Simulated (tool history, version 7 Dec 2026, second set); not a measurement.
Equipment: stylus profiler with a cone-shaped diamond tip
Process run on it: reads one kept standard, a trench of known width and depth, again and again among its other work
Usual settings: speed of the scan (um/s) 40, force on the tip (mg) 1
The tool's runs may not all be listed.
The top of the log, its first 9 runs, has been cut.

run	hour	speed of the scan (um/s)	force on the tip (mg)	scans with this tip	hours of work since the height scale was calibrated	depth of the trench (nm)	width of the trench's floor (nm)
10	480	40	1	10212	1047	100.88	16430
11	540.7	40	1	10456	1072	101.06	16370
12	583.9	40	1	10629	1090	100.98	16390
13	621.5	40	2.65	10780	1105	101.41	16500
14	685.2	40	1	11036	1132	100.99	16380
15	717.6	102	1	11166	1145	101.12	16060
16	759.8	52	1	11335	1162	101.12	16240
17	812.1	40	1	11545	1184	101.07	16290
18	879.9	10	1	11817	1212	101.09	16430
19	936.9	40	1	12046	1235	101.04	16220
20	986.7	40	1	12246	1256	101.21	16270
21	1039.3	40	1	12457	1277	101.12	16160
# hour 1061.6: new tip fitted, height scale calibrated
22	1081.1	40	0.81	78	8	100.33	17760
23	1138.7	40	0.81	309	32	100.5	17670
24	1190.4	110	1.4	517	53	100.66	17470
25	1230.9	24	0.4	680	70	100.31	17630

For run 26, what comes out?
26	1287.2	24	0.4	906	93	?	?

depth of the trench (nm): 100.35
width of the trench's floor (nm): 17640
On a tool with no hidden condition, and with the same random variation, this run would have come out at depth of the trench (nm) 100.27, width of the trench's floor (nm) 17830.

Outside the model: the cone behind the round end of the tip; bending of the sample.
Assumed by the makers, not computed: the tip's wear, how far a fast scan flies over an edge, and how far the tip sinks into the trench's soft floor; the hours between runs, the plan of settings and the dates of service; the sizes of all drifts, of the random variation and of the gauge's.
